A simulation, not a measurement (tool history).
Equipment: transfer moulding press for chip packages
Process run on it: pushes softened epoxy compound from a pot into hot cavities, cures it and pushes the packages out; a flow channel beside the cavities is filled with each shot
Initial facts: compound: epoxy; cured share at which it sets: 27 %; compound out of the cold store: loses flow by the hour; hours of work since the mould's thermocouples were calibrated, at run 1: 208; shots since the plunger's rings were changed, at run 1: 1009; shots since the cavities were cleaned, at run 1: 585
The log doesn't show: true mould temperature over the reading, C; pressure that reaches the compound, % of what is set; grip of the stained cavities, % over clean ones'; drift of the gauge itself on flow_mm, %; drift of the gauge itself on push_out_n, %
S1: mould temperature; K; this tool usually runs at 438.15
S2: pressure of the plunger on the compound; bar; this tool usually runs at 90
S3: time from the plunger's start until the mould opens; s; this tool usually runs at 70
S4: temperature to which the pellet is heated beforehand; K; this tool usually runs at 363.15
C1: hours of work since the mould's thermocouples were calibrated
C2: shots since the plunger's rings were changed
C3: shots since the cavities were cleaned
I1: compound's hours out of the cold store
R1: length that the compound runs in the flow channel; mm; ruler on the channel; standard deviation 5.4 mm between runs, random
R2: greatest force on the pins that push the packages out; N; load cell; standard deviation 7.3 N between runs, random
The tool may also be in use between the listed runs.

run  hour      S1     S2  S3      S4   C1    C2   C3    I1   R1   R2
  1     0  438.15     90  70  363.15  208  1009  585  38.4  512  297
      2.2  -- cavities cleaned with cleaning compound and waxed
  2   9.3  438.15     90  70  363.15  214  1145  123  13.6  558  297
  3  13.1  438.15     90  70  363.15  217  1212  190  35.4  516  296
  4  17.8  438.15     90  89  363.15  221  1294  272  38.2  518  234
  5  26.6  438.15     90  89  363.15  228  1446  424    46  496  239
  6  31.4  438.15     90  70  373.15  232  1530  508  42.1  501  296
     38.1  -- cavities cleaned with cleaning compound and waxed
  7  38.7  438.15     90  70  361.15  236  1630   10  13.9  553  313
  8  45.8  438.15   73.6  69  363.15  242  1754  134  34.5  468  302
  9  50.4  442.15  105.6  69  363.15  246  1835  215  25.3  576  260
 10  58.2  432.15  101.7  70  370.15  252  1969  349  17.4  593  419
 11  61.9  441.15     90  70  364.15  255  2033  413  15.9  551  274

Forecast each of these 5 alternatives for the next run:
  A  66.5  432.15    90  98  364.15  258  2113  493  20.5   ?   ?
  B  66.5  438.15    90  70  363.15  258  2113  493  38.6   ?   ?
  C  66.5  433.15    90  58  364.15  258  2113  493  42.4   ?   ?
  D  66.5  438.15  94.7  70  363.15  258  2113  493  45.7   ?   ?
  E  66.5  439.15  88.6  76  363.15  258  2113  493   8.3   ?   ?

run   R1   R2
  A  558  249
  B  517  288
  C  516  621
  D  508  315
  E  562  261
Without the tool's unlogged condition, the same runs would have read:
run   R1   R2
  A  558  247
  B  518  286
  C  516  617
  D  508  313
  E  562  259

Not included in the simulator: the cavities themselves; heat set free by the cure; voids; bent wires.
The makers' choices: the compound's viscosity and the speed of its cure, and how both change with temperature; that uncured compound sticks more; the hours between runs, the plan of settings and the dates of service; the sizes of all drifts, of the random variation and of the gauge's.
